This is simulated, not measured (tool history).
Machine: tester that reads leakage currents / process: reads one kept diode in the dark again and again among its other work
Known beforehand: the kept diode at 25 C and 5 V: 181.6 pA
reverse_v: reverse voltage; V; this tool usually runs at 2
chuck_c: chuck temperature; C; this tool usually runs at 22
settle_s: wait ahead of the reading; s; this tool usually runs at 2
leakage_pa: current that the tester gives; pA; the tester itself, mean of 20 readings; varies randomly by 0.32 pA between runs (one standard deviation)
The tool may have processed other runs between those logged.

run,hour,reverse_v,chuck_c,settle_s,leakage_pa
1,0,2,22,2,105.65
2,27,2,22,2,105.2
3,54.3,2,22,4.08,104.54
4,84.2,2,22,4.08,105.4
5,102.1,2,23,2,114.88
6,121.3,2,23,2,114.52
7,135.4,19.41,36,0.85,665.31
8,156.9,2,50,2,832.32
9,181.9,1.24,22,1.82,89.99
10,214.1,1.24,22,1.82,89.92

Expected results for the next run?
11,241.8,2,25,1.45,?

Run 11 produced leakage_pa 134.57 pA.
With no hidden state in the tool, this same run would have given leakage_pa 134.6 pA.

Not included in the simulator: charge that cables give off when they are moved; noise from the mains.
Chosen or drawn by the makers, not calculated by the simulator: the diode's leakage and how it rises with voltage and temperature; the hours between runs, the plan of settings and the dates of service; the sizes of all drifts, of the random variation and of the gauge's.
